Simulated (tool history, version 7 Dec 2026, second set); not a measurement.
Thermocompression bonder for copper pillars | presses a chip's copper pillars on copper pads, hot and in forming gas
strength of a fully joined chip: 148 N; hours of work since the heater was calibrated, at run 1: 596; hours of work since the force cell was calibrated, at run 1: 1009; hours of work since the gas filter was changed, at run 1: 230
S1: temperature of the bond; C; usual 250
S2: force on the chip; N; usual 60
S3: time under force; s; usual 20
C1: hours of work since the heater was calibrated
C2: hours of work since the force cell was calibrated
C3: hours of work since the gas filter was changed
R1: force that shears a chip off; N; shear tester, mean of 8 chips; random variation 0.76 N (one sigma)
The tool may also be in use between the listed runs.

| run | hour | S1 | S2 | S3 | C1 | C2 | C3 | R1 |
|---|---|---|---|---|---|---|---|---|
| 1 | 0 | 250 | 60 | 20 | 596 | 1009 | 230 | 89.2 |
| 2 | 16.8 | 250 | 60 | 20 | 606 | 1019 | 241 | 90.5 |
| 3 | 39.7 | 250 | 60 | 23 | 620 | 1033 | 254 | 91.6 |
| 4 | 57.7 | 279 | 60 | 20 | 630 | 1044 | 265 | 117.2 |
| 5 | 92 | 250 | 60 | 20 | 651 | 1064 | 286 | 89.1 |
| 6 | 117.7 | 250 | 60 | 11 | 667 | 1080 | 301 | 71.3 |
| 7 | 146.1 | 250 | 60 | 20 | 684 | 1097 | 318 | 88.7 |
| 8 | 170.3 | 248 | 60 | 20 | 698 | 1111 | 333 | 85 |
| 9 | 197.2 | 248 | 60 | 20 | 714 | 1128 | 349 | 87.1 |
|  | 219.1 | force cell calibrated |
| 10 | 219.1 | 248 | 60 | 20 | 727 | 0 | 361 | 86.4 |
|  | 222.3 | forming gas filter changed |
| 11 | 242.4 | 256 | 60 | 20 | 740 | 14 | 12 | 96 |
| 12 | 267.2 | 256 | 60 | 20 | 755 | 29 | 27 | 95.2 |
| 13 | 297.6 | 260 | 60 | 20 | 774 | 47 | 45 | 99 |
| 14 | 322 | 260 | 60 | 20 | 788 | 62 | 60 | 99.3 |
| 15 | 342.2 | 250 | 60 | 45 | 801 | 74 | 72 | 109 |
| 16 | 377.4 | 260 | 60 | 45 | 822 | 95 | 93 | 119.2 |
| 17 | 403.8 | 260 | 60 | 45 | 838 | 111 | 109 | 118.8 |
| 18 | 437.4 | 260 | 60 | 45 | 858 | 131 | 130 | 119.9 |
| 19 | 458.2 | 260 | 60 | 45 | 870 | 144 | 142 | 120.3 |
| 20 | 481.3 | 260 | 60 | 45 | 884 | 158 | 156 | 119.4 |
| 21 | 513.7 | 220 | 60 | 19 | 904 | 177 | 176 | 55.3 |
| 22 | 543.9 | 220 | 60 | 19 | 922 | 195 | 194 | 56 |
| 23 | 564.2 | 262 | 41 | 33 | 934 | 208 | 206 | 87.3 |
| 24 | 599.5 | 230 | 41 | 24 | 956 | 229 | 227 | 49.6 |
| 25 | 617.2 | 273 | 41 | 24 | 966 | 239 | 238 | 88.3 |
| 26 | 645.1 | 273 | 41 | 24 | 983 | 256 | 255 | 88.8 |
| 27 | 665.9 | 273 | 41 | 24 | 996 | 269 | 267 | 89.6 |
| 28 | 681 | 273 | 41 | 24 | 1005 | 278 | 276 | 88.8 |
| 29 | 705.9 | 246 | 49 | 17 | 1020 | 293 | 291 | 65.6 |
| 30 | 739.9 | 246 | 61 | 29 | 1040 | 313 | 312 | 96.4 |

Run 31 comes next. What will it give?
| 31 | 774.6 | 250 | 62 | 40 | 1061 | 334 | 333 | ? |

{"run 31": {"R1": 109.9}}
Without the tool's hidden state the same run would have given R1 110.2 N.
